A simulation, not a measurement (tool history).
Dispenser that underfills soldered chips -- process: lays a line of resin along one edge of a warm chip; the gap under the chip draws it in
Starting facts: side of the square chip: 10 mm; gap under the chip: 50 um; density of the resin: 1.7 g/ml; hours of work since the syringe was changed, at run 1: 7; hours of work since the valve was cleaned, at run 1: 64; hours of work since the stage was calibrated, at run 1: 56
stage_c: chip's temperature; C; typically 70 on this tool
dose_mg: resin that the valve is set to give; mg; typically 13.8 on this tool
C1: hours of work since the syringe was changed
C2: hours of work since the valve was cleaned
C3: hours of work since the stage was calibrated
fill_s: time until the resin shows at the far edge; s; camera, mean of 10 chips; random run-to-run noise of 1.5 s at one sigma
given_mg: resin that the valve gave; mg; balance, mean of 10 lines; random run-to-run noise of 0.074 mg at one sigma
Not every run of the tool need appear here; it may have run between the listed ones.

run 1 day=0 | stage_c=70 dose_mg=13.8 | C1=7 C2=64 C3=56 | fill_s=239.1 given_mg=13.26
-- day=0.162 new syringe of resin
-- day=0.729 new syringe of resin
run 2 day=0.729 | stage_c=70 dose_mg=13.8 | C1=0 C2=77 C3=69 | fill_s=148.5 given_mg=13.13
-- day=1.304 new syringe of resin
run 3 day=1.429 | stage_c=70 dose_mg=13.8 | C1=2 C2=89 C3=82 | fill_s=168.1 given_mg=13.16
run 4 day=1.817 | stage_c=70 dose_mg=13.8 | C1=10 C2=97 C3=89 | fill_s=264.2 given_mg=13.08
-- day=1.879 new syringe of resin
-- day=2.442 new syringe of resin
run 5 day=2.517 | stage_c=70 dose_mg=13.8 | C1=1 C2=109 C3=102 | fill_s=157.4 given_mg=13.03
run 6 day=2.85 | stage_c=83 dose_mg=13.8 | C1=8 C2=115 C3=108 | fill_s=122.4 given_mg=13
-- day=2.996 new syringe of resin
-- day=3.142 dispensing valve cleaned and set on the balance
run 7 day=3.233 | stage_c=75 dose_mg=13.8 | C1=4 C2=2 C3=114 | fill_s=144.2 given_mg=13.86
-- day=3.596 new syringe of resin
run 8 day=3.662 | stage_c=75 dose_mg=13.3 | C1=1 C2=9 C3=122 | fill_s=124.1 given_mg=13.18
run 9 day=4.096 | stage_c=75 dose_mg=13.3 | C1=9 C2=18 C3=130 | fill_s=203 given_mg=13.09
-- day=4.167 new syringe of resin
-- day=4.746 new syringe of resin
run 10 day=4.771 | stage_c=69 dose_mg=13.8 | C1=0 C2=30 C3=142 | fill_s=159.6 given_mg=13.55
run 11 day=5.138 | stage_c=66 dose_mg=13.8 | C1=7 C2=36 C3=149 | fill_s=285.8 given_mg=13.51
-- day=5.308 new syringe of resin
run 12 day=5.829 | stage_c=66 dose_mg=13.8 | C1=10 C2=49 C3=161 | fill_s=329 given_mg=13.37
-- day=5.892 new syringe of resin
-- day=6.446 new syringe of resin
run 13 day=6.504 | stage_c=70 dose_mg=15.5 | C1=1 C2=61 C3=173 | fill_s=154.1 given_mg=14.96
-- day=7.025 new syringe of resin
run 14 day=7.088 | stage_c=82 dose_mg=15.4 | C1=1 C2=72 C3=184 | fill_s=82.4 given_mg=14.86
-- day=7.592 new syringe of resin
run 15 day=7.629 | stage_c=82 dose_mg=15.4 | C1=1 C2=81 C3=194 | fill_s=84 given_mg=14.5
run 16 day=8.021 | stage_c=77 dose_mg=13.8 | C1=8 C2=89 C3=201 | fill_s=169.6 given_mg=13.15
-- day=8.162 new syringe of resin
-- day=8.704 new syringe of resin
run 17 day=8.775 | stage_c=77 dose_mg=13.8 | C1=1 C2=102 C3=215 | fill_s=110.2 given_mg=13.04
run 18 day=9.154 | stage_c=74 dose_mg=14.2 | C1=8 C2=109 C3=222 | fill_s=193.5 given_mg=13.34
-- day=9.25 new syringe of resin
run 19 day=9.462 | stage_c=74 dose_mg=16 | C1=4 C2=115 C3=227 | fill_s=149.9 given_mg=14.94
-- day=9.775 dispensing valve cleaned and set on the balance
-- day=9.867 new syringe of resin
run 20 day=9.95 | stage_c=76 dose_mg=17.1 | C1=2 C2=3 C3=235 | fill_s=115.4 given_mg=16.98

How the hidden state differs across the entries between the runs, from the last listed run before each to the first after it:
In the gap between runs 1 and 2: new syringe of resin (day 0.162); new syringe of resin (day 0.729)
  resin's viscosity, % of fresh resin's: 159.9 -> 99.7; dose that the valve gives, % of what is set: 96.37 -> 95.62; true chip temperature over the reading, C: 0.25 -> 0.28
  what was measured, less what the result would be without the hidden state, fill_s: +88.2 -> -1.9 s; given_mg: -0.5 -> -0.6 mg
In the gap between runs 2 and 3: new syringe of resin (day 1.304)
  resin's viscosity, % of fresh resin's: 99.7 -> 114.9; dose that the valve gives, % of what is set: 95.62 -> 94.95; true chip temperature over the reading, C: 0.28 -> 0.32
  what was measured, less what the result would be without the hidden state, fill_s: -1.9 -> +20.4 s; given_mg: -0.6 -> -0.7 mg
In the gap between runs 4 and 5: new syringe of resin (day 1.879); new syringe of resin (day 2.442)
  resin's viscosity, % of fresh resin's: 180 -> 109.2; dose that the valve gives, % of what is set: 94.59 -> 93.93; true chip temperature over the reading, C: 0.35 -> 0.39
  what was measured, less what the result would be without the hidden state, fill_s: +115.8 -> +11.4 s; given_mg: -0.74 -> -0.85 mg
In the gap between runs 6 and 7: new syringe of resin (day 2.996); dispensing valve cleaned and set on the balance (day 3.142)
  resin's viscosity, % of fresh resin's: 160.7 -> 125.8; dose that the valve gives, % of what is set: 93.61 -> 99.83; true chip temperature over the reading, C: 0.41 -> 0.43
  what was measured, less what the result would be without the hidden state, fill_s: +45.3 -> +27.1 s; given_mg: -0.88 -> -0.02 mg
In the gap between runs 7 and 8: new syringe of resin (day 3.596)
  resin's viscosity, % of fresh resin's: 125.8 -> 108.6; dose that the valve gives, % of what is set: 99.83 -> 99.38; true chip temperature over the reading, C: 0.43 -> 0.45
  what was measured, less what the result would be without the hidden state, fill_s: +27.1 -> +7.3 s; given_mg: -0.02 -> -0.08 mg
In the gap between runs 9 and 10: new syringe of resin (day 4.167); new syringe of resin (day 4.746)
  resin's viscosity, % of fresh resin's: 179 -> 103.4; dose that the valve gives, % of what is set: 98.91 -> 98.23; true chip temperature over the reading, C: 0.48 -> 0.51
  what was measured, less what the result would be without the hidden state, fill_s: +87.1 -> +1.4 s; given_mg: -0.14 -> -0.25 mg
In the gap between runs 11 and 12: new syringe of resin (day 5.308)
  resin's viscosity, % of fresh resin's: 157.6 -> 181; dose that the valve gives, % of what is set: 97.85 -> 97.2; true chip temperature over the reading, C: 0.53 -> 0.57
  what was measured, less what the result would be without the hidden state, fill_s: +99.7 -> +142.3 s; given_mg: -0.3 -> -0.38 mg
In the gap between runs 12 and 13: new syringe of resin (day 5.892); new syringe of resin (day 6.446)
  resin's viscosity, % of fresh resin's: 181 -> 106.6; dose that the valve gives, % of what is set: 97.2 -> 96.58; true chip temperature over the reading, C: 0.57 -> 0.61
  what was measured, less what the result would be without the hidden state, fill_s: +142.3 -> +5.2 s; given_mg: -0.38 -> -0.53 mg
In the gap between runs 13 and 14: new syringe of resin (day 7.025)
  resin's viscosity, % of fresh resin's: 106.6 -> 103.6; dose that the valve gives, % of what is set: 96.58 -> 95.99; true chip temperature over the reading, C: 0.61 -> 0.64
  what was measured, less what the result would be without the hidden state, fill_s: +5.2 -> +0.6 s; given_mg: -0.53 -> -0.62 mg
In the gap between runs 14 and 15: new syringe of resin (day 7.592)
  resin's viscosity, % of fresh resin's: 103.6 -> 105.7; dose that the valve gives, % of what is set: 95.99 -> 95.46; true chip temperature over the reading, C: 0.64 -> 0.67
  what was measured, less what the result would be without the hidden state, fill_s: +0.6 -> +2.2 s; given_mg: -0.62 -> -0.69 mg
In the gap between runs 16 and 17: new syringe of resin (day 8.162); new syringe of resin (day 8.704)
  resin's viscosity, % of fresh resin's: 166.4 -> 108; dose that the valve gives, % of what is set: 95.04 -> 94.29; true chip temperature over the reading, C: 0.69 -> 0.73
  what was measured, less what the result would be without the hidden state, fill_s: +64.8 -> +5.2 s; given_mg: -0.68 -> -0.79 mg
In the gap between runs 18 and 19: new syringe of resin (day 9.25)
  resin's viscosity, % of fresh resin's: 166.9 -> 128.5; dose that the valve gives, % of what is set: 93.91 -> 93.63; true chip temperature over the reading, C: 0.76 -> 0.77
  what was measured, less what the result would be without the hidden state, fill_s: +74 -> +28.9 s; given_mg: -0.86 -> -1.02 mg
In the gap between runs 19 and 20: dispensing valve cleaned and set on the balance (day 9.775); new syringe of resin (day 9.867)
  resin's viscosity, % of fresh resin's: 128.5 -> 111.1; dose that the valve gives, % of what is set: 93.63 -> 99.81; true chip temperature over the reading, C: 0.77 -> 0.8
  what was measured, less what the result would be without the hidden state, fill_s: +28.9 -> +7.3 s; given_mg: -1.02 -> -0.03 mg
